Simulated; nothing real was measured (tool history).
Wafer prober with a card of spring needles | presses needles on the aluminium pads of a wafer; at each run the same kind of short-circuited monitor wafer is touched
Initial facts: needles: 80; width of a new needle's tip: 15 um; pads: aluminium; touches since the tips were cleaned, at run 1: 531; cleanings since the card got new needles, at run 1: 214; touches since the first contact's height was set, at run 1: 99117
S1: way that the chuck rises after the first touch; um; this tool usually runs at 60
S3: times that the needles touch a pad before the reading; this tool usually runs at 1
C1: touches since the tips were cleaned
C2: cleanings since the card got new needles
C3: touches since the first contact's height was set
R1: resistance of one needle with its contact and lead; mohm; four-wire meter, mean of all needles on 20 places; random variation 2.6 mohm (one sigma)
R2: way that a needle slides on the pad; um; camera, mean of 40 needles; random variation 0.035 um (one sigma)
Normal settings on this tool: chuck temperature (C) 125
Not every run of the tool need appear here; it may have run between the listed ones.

Run 1, hour 0: usual settings; C1 531; C2 214; C3 99117. Result: R1 299 mohm, R2 9.94 um.
At hour 3.9: tips cleaned on abrasive film.
At hour 7.8: tips cleaned on abrasive film.
At hour 12.7: tips cleaned on abrasive film.
At hour 16.6: tips cleaned on abrasive film.
At hour 21.5: tips cleaned on abrasive film.
At hour 25.4: tips cleaned on abrasive film.
At hour 30.3: tips cleaned on abrasive film.
At hour 34.2: tips cleaned on abrasive film.
At hour 39.1: tips cleaned on abrasive film.
At hour 43: tips cleaned on abrasive film.
At hour 46.9: tips cleaned on abrasive film.
At hour 51.8: tips cleaned on abrasive film.
At hour 55.9: height of the first contact set anew.
At hour 57: tips cleaned on abrasive film.
At hour 61.9: tips cleaned on abrasive film.
Run 2, hour 64.1: usual settings; C1 1536; C2 228; C3 5507. Result: R1 303 mohm, R2 9.97 um.
At hour 66.1: tips cleaned on abrasive film.
At hour 70: tips cleaned on abrasive film.
At hour 74.9: tips cleaned on abrasive film.
At hour 79.8: tips cleaned on abrasive film.
At hour 84.6: tips cleaned on abrasive film.
At hour 89.5: tips cleaned on abrasive film.
At hour 93.4: tips cleaned on abrasive film.
At hour 98.3: tips cleaned on abrasive film.
At hour 102.2: tips cleaned on abrasive film.
At hour 107.1: tips cleaned on abrasive film.
At hour 111: tips cleaned on abrasive film.
At hour 114.9: tips cleaned on abrasive film.
At hour 119.8: tips cleaned on abrasive film.
At hour 123.7: tips cleaned on abrasive film.
At hour 128.6: tips cleaned on abrasive film.
Run 3, hour 130.6: usual settings; C1 1350; C2 243; C3 50527. Result: R1 295 mohm, R2 9.95 um.
At hour 132.6: tips cleaned on abrasive film.
At hour 136.5: tips cleaned on abrasive film.
At hour 140.4: tips cleaned on abrasive film.
At hour 145.3: tips cleaned on abrasive film.
At hour 150.2: tips cleaned on abrasive film.
At hour 154.1: tips cleaned on abrasive film.
At hour 159: tips cleaned on abrasive film.
At hour 163.8: tips cleaned on abrasive film.
At hour 168.7: tips cleaned on abrasive film.
At hour 172.6: tips cleaned on abrasive film.
At hour 176.6: tips cleaned on abrasive film.
At hour 181.4: tips cleaned on abrasive film.
Run 4, hour 183.6: usual settings; C1 1475; C2 255; C3 86413. Result: R1 296 mohm, R2 10.02 um.
At hour 185.6: tips cleaned on abrasive film.
At hour 189.5: tips cleaned on abrasive film.
At hour 193.4: tips cleaned on abrasive film.
At hour 198.3: tips cleaned on abrasive film.
At hour 203.2: tips cleaned on abrasive film.
At hour 207.1: tips cleaned on abrasive film.
At hour 211: tips cleaned on abrasive film.
At hour 215.9: tips cleaned on abrasive film.
At hour 219.8: tips cleaned on abrasive film.
At hour 223.7: tips cleaned on abrasive film.
At hour 235.7: card fitted with new needles.
At hour 240.6: tips cleaned on abrasive film.
At hour 244.5: tips cleaned on abrasive film.
Run 5, hour 247.4: usual settings; C1 1985; C2 2; C3 7940. Result: R1 301 mohm, R2 10.02 um.
At hour 249: tips cleaned on abrasive film.
At hour 252.9: tips cleaned on abrasive film.
At hour 256.8: tips cleaned on abrasive film.
At hour 260.7: tips cleaned on abrasive film.
At hour 265.6: tips cleaned on abrasive film.
At hour 269.5: tips cleaned on abrasive film.
At hour 273.5: tips cleaned on abrasive film.
At hour 278.3: tips cleaned on abrasive film.
At hour 282.3: tips cleaned on abrasive film.
At hour 287.1: tips cleaned on abrasive film.
At hour 292: tips cleaned on abrasive film.
At hour 296.9: tips cleaned on abrasive film.
Run 6, hour 300.5: usual settings but S1 41 um; C1 2523; C2 14; C3 43931. Result: R1 300 mohm, R2 6.81 um.
At hour 301.6: tips cleaned on abrasive film.
At hour 306.4: tips cleaned on abrasive film.
At hour 311.3: tips cleaned on abrasive film.
At hour 316.2: tips cleaned on abrasive film.
At hour 320.1: tips cleaned on abrasive film.
At hour 324: tips cleaned on abrasive film.
At hour 328: tips cleaned on abrasive film.
At hour 332.8: tips cleaned on abrasive film.
At hour 337.7: tips cleaned on abrasive film.
At hour 342.6: tips cleaned on abrasive film.
At hour 346.5: tips cleaned on abrasive film.
Run 7, hour 346.5: usual settings but S1 41 um; C1 15; C2 25; C3 75044. Result: R1 305 mohm, R2 6.78 um.
At hour 350.5: tips cleaned on abrasive film.
At hour 354.4: tips cleaned on abrasive film.
At hour 358.3: tips cleaned on abrasive film.
At hour 363.2: tips cleaned on abrasive film.
At hour 367.1: tips cleaned on abrasive film.
At hour 371.1: tips cleaned on abrasive film.
At hour 375.9: tips cleaned on abrasive film.
At hour 379.9: tips cleaned on abrasive film.
At hour 384.7: tips cleaned on abrasive film.
At hour 388.6: tips cleaned on abrasive film.
Run 8, hour 390.2: usual settings but S1 41 um; C1 1080; C2 35; C3 104617. Result: R1 303 mohm, R2 6.8 um.
At hour 393.2: tips cleaned on abrasive film.
At hour 398: tips cleaned on abrasive film.
At hour 402.9: tips cleaned on abrasive film.
At hour 407.8: tips cleaned on abrasive film.
At hour 411.7: tips cleaned on abrasive film.
At hour 415.6: tips cleaned on abrasive film.
At hour 420.5: tips cleaned on abrasive film.
At hour 424.4: tips cleaned on abrasive film.
At hour 429.3: tips cleaned on abrasive film.
At hour 434.2: tips cleaned on abrasive film.
At hour 438.3: height of the first contact set anew.
At hour 439.4: tips cleaned on abrasive film.
At hour 443.3: tips cleaned on abrasive film.
At hour 448.1: tips cleaned on abrasive film.
At hour 452.1: tips cleaned on abrasive film.
At hour 456: tips cleaned on abrasive film.
At hour 460.9: tips cleaned on abrasive film.
At hour 465.7: tips cleaned on abrasive film.
Run 9, hour 469.4: usual settings but chuck temperature (C) 28; C1 2557; C2 52; C3 21084. Result: R1 271 mohm, R2 10.01 um.
At hour 470.5: tips cleaned on abrasive film.
At hour 475.4: tips cleaned on abrasive film.
At hour 480.2: tips cleaned on abrasive film.
At hour 485.1: tips cleaned on abrasive film.
At hour 490: tips cleaned on abrasive film.
At hour 493.9: tips cleaned on abrasive film.
At hour 498.8: tips cleaned on abrasive film.
At hour 502.7: tips cleaned on abrasive film.
At hour 506.6: tips cleaned on abrasive film.
At hour 511.5: tips cleaned on abrasive film.
At hour 515.4: tips cleaned on abrasive film.
At hour 520.3: tips cleaned on abrasive film.
Run 10, hour 521.3: usual settings but chuck temperature (C) 51, S3 2; C1 668; C2 64; C3 56158. Result: R1 283 mohm, R2 9.93 um.
At hour 524.2: tips cleaned on abrasive film.
At hour 528.1: tips cleaned on abrasive film.
At hour 533: tips cleaned on abrasive film.
At hour 537.9: tips cleaned on abrasive film.
At hour 542.8: tips cleaned on abrasive film.
At hour 547.6: tips cleaned on abrasive film.
At hour 551.6: tips cleaned on abrasive film.
At hour 556.4: tips cleaned on abrasive film.
At hour 561.3: tips cleaned on abrasive film.
At hour 565.2: tips cleaned on abrasive film.
At hour 570.1: tips cleaned on abrasive film.
At hour 574: tips cleaned on abrasive film.
At hour 578.9: tips cleaned on abrasive film.
At hour 583.8: tips cleaned on abrasive film.
At hour 588.7: tips cleaned on abrasive film.
At hour 593.5: tips cleaned on abrasive film.
At hour 597.4: tips cleaned on abrasive film.
At hour 602.3: tips cleaned on abrasive film.
Run 11, hour 605.2: usual settings but chuck temperature (C) 51, S3 2; C1 2022; C2 82; C3 113100. Result: R1 280 mohm, R2 10.05 um.
At hour 606.3: tips cleaned on abrasive film.
At hour 610.2: tips cleaned on abrasive film.
At hour 614.1: tips cleaned on abrasive film.
At hour 619: tips cleaned on abrasive film.
At hour 623.9: tips cleaned on abrasive film.
At hour 627.8: tips cleaned on abrasive film.
At hour 631.7: tips cleaned on abrasive film.
At hour 636.6: tips cleaned on abrasive film.
At hour 640.5: tips cleaned on abrasive film.
At hour 640.8: height of the first contact set anew.
At hour 644.7: tips cleaned on abrasive film.
At hour 649.6: tips cleaned on abrasive film.
Run 12, hour 650.2: usual settings but chuck temperature (C) 51, S3 2; C1 426; C2 93; C3 6381. Result: R1 279 mohm, R2 9.99 um.
At hour 654.1: tips cleaned on abrasive film.
At hour 658: tips cleaned on abrasive film.
At hour 662.9: tips cleaned on abrasive film.
At hour 666.8: tips cleaned on abrasive film.
At hour 671.7: tips cleaned on abrasive film.
At hour 676.6: tips cleaned on abrasive film.
At hour 680.5: tips cleaned on abrasive film.
At hour 685.4: tips cleaned on abrasive film.
At hour 690.3: tips cleaned on abrasive film.
At hour 695.1: tips cleaned on abrasive film.
At hour 700: tips cleaned on abrasive film.
At hour 704.9: tips cleaned on abrasive film.
At hour 709.8: tips cleaned on abrasive film.
At hour 713.7: tips cleaned on abrasive film.
At hour 718.6: tips cleaned on abrasive film.
At hour 723.4: tips cleaned on abrasive film.
At hour 728.3: tips cleaned on abrasive film.
At hour 733.2: tips cleaned on abrasive film.
Run 13, hour 734.3: usual settings but chuck temperature (C) 27, S3 2; C1 775; C2 111; C3 63396. Result: R1 273 mohm, R2 9.98 um.
At hour 737.3: tips cleaned on abrasive film.
At hour 742.1: tips cleaned on abrasive film.
At hour 747: tips cleaned on abrasive film.
At hour 750.9: tips cleaned on abrasive film.
At hour 755.8: tips cleaned on abrasive film.
At hour 760.7: tips cleaned on abrasive film.
At hour 765.6: tips cleaned on abrasive film.
At hour 769.5: tips cleaned on abrasive film.
Run 14, hour 770.1: usual settings but S1 46 um, S3 2; C1 455; C2 119; C3 87671. Result: R1 304 mohm, R2 7.68 um.
At hour 774.1: tips cleaned on abrasive film.
At hour 778: tips cleaned on abrasive film.
At hour 781.9: tips cleaned on abrasive film.
At hour 786.8: tips cleaned on abrasive film.
At hour 791.6: tips cleaned on abrasive film.
At hour 796.5: tips cleaned on abrasive film.
At hour 801.4: tips cleaned on abrasive film.
At hour 805.3: tips cleaned on abrasive film.
At hour 810.2: tips cleaned on abrasive film.
At hour 815.1: tips cleaned on abrasive film.
At hour 819.9: tips cleaned on abrasive film.
At hour 823.9: tips cleaned on abrasive film.
At hour 827.8: tips cleaned on abrasive film.
At hour 831.7: tips cleaned on abrasive film.
At hour 836.6: tips cleaned on abrasive film.
At hour 841.4: tips cleaned on abrasive film.
At hour 842.7: height of the first contact set anew.
At hour 845.7: tips cleaned on abrasive film.
Run 15, hour 848.7: usual settings but S1 73 um, S3 2; C1 2091; C2 136; C3 4076. Result: R1 299 mohm, R2 12.17 um.

Below, some changes in R2 between adjacent runs. For each, the amount present without the hidden state too (settings, incoming material, random variation) and the amount remaining for the hidden state with gauge scatter not shared by both compared results:
Hidden state at play: debris on the tips, nm; way that the needles fall short of the set height, um; tips' diameter, um; drift of the gauge itself on contact_mohm, %; drift of the gauge itself on scrub_um, %.
Run 14 -> 15: S1 46 -> 73, tips cleaned on abrasive film, tips cleaned on abrasive film, tips cleaned on abrasive film, tips cleaned on abrasive film, tips cleaned on abrasive film, tips cleaned on abrasive film, tips cleaned on abrasive film, tips cleaned on abrasive film, tips cleaned on abrasive film, tips cleaned on abrasive film, tips cleaned on abrasive film, tips cleaned on abrasive film, tips cleaned on abrasive film, tips cleaned on abrasive film, tips cleaned on abrasive film, tips cleaned on abrasive film, height of the first contact set anew, tips cleaned on abrasive film. R2 +4.49 um: hidden state +0.03, all else +4.46.
